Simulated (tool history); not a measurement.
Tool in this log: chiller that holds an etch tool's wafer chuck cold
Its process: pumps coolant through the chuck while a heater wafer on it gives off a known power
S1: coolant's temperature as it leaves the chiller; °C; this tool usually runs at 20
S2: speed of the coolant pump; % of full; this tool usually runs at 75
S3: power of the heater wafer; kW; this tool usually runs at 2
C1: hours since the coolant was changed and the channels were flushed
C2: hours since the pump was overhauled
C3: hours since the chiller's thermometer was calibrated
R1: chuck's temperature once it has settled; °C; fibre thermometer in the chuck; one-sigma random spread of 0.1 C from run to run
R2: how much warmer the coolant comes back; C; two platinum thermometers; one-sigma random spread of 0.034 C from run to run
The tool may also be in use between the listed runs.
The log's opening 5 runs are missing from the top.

run	hour	S1	S2	S3	C1	C2	C3	R1	R2
6	379.3	22	75	2	6228	2855	2755	48	5.81
7	467.3	22	75	1.331	6316	2943	2843	39.5	3.84
# hour 475.4: chiller's thermometer calibrated
8	558.7	20	75	2.735	6406	3034	83	55.2	7.85
9	607.2	20	75	2.018	6455	3082	132	46.1	5.81
10	692.5	20	75	2	6540	3168	217	46	5.77
11	749.8	10	75	2	6597	3225	274	36	5.75
12	836.9	10	75	2	6684	3312	361	36.3	5.76
13	932.4	10	75	2	6780	3407	457	36.1	5.74
14	980.4	10	75	2	6828	3455	505	36.2	5.74
15	1090.5	10	92	2	6938	3566	615	32.2	4.71
16	1187.6	25	75	2	7035	3663	712	51.5	5.74
17	1261.7	25	75	2	7109	3737	786	51.5	5.83
18	1339.1	11	83	2	7187	3814	864	35.7	5.24
# hour 1350.1: coolant pump overhauled
19	1422	25	75	2	7265	72	942	52.3	5.84
20	1468.8	21	67	2	7311	119	988	51.1	6.57
21	1533.4	21	67	2	7376	183	1053	51.2	6.58
# hour 1603.5: coolant pump overhauled, once more
22	1627.2	10	100	2	7465	24	1142	30.4	4.21
23	1707.8	10	100	2	7545	104	1222	30.8	4.17
24	1775.1	21	75	1.125	7613	172	1290	35.9	3.06
25	1852.2	20	73	1.019	7690	249	1367	33.9	2.93
26	1953	30	100	1.292	7791	350	1468	43.8	2.69
27	2035.3	20	74	1.919	7873	432	1550	45.9	5.46
28	2119.9	22	75	1.845	7957	516	1634	46.9	5.14

Run 29, settings as shown, results not yet in. Your forecast:
29	2172.9	14	78	1.878	8010	569	1687	?	?

Run 29 yielded R1 38.6 °C, R2 5.1 C.
The same run, on a tool lacking any hidden state, would have yielded R1 33.2 °C, R2 5.11 C.
